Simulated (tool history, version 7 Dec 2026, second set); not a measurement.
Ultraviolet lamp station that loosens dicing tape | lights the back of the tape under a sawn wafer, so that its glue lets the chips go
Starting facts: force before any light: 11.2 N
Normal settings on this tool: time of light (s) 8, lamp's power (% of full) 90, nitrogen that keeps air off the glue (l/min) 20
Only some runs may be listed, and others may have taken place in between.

| run | hour | time of light (s) | lamp's power (% of full) | nitrogen that keeps air off the glue (l/min) | force that peels the tape off (N) | light that reached the tape (J/m2) |
|---|---|---|---|---|---|---|
| 1 | 0.0 | 8 | 90 | 20 | 0.470 | 2210 |
| 2 | 6.8 | 8 | 90 | 20 | 0.492 | 2220 |
| 3 | 15.9 | 8 | 90 | 20 | 0.480 | 2220 |
| 4 | 21.1 | 8 | 90 | 20 | 0.469 | 2190 |
| 5 | 25.0 | 5 | 90 | 20 | 1.354 | 1370 |
| 6 | 29.4 | 5 | 90 | 20 | 1.325 | 1400 |
| 7 | 36.6 | 5 | 90 | 20 | 1.329 | 1380 |
| 8 | 44.2 | 5 | 90 | 20 | 1.355 | 1390 |
| 9 | 51.1 | 5 | 90 | 20 | 1.339 | 1390 |
| 10 | 55.6 | 8 | 90 | 7 | 0.937 | 2210 |
| 11 | 62.5 | 8 | 90 | 7 | 0.956 | 2220 |
| 12 | 67.9 | 8 | 90 | 7 | 0.956 | 2190 |
| 13 | 71.7 | 8 | 90 | 7 | 0.960 | 2190 |
| 14 | 77.1 | 8 | 90 | 7 | 0.970 | 2220 |
|  | 78.1 | window cleaned of glue's vapour |
| 15 | 86.1 | 8 | 90 | 7 | 0.991 | 2150 |
| 16 | 92.4 | 8 | 90 | 20 | 0.526 | 2160 |
|  | 96.4 | window cleaned of glue's vapour, once more |
| 17 | 101.3 | 11 | 80 | 17 | 0.325 | 2770 |
| 18 | 109.0 | 10 | 80 | 9 | 0.574 | 2560 |
| 19 | 117.1 | 8 | 88 | 27 | 0.417 | 2210 |
| 20 | 125.9 | 8 | 88 | 27 | 0.420 | 2210 |
| 21 | 132.9 | 7 | 90 | 14 | 0.761 | 1930 |
| 22 | 142.0 | 10 | 64 | 39 | 0.437 | 2010 |

Run 23 comes next. What will it give?
| 23 | 147.2 | 10 | 64 | 39 | ? | ? |

force that peels the tape off (N): 0.436
light that reached the tape (J/m2): 2020
Without the tool's hidden state the same run would have given force that peels the tape off (N) 0.369, light that reached the tape (J/m2) 2180.
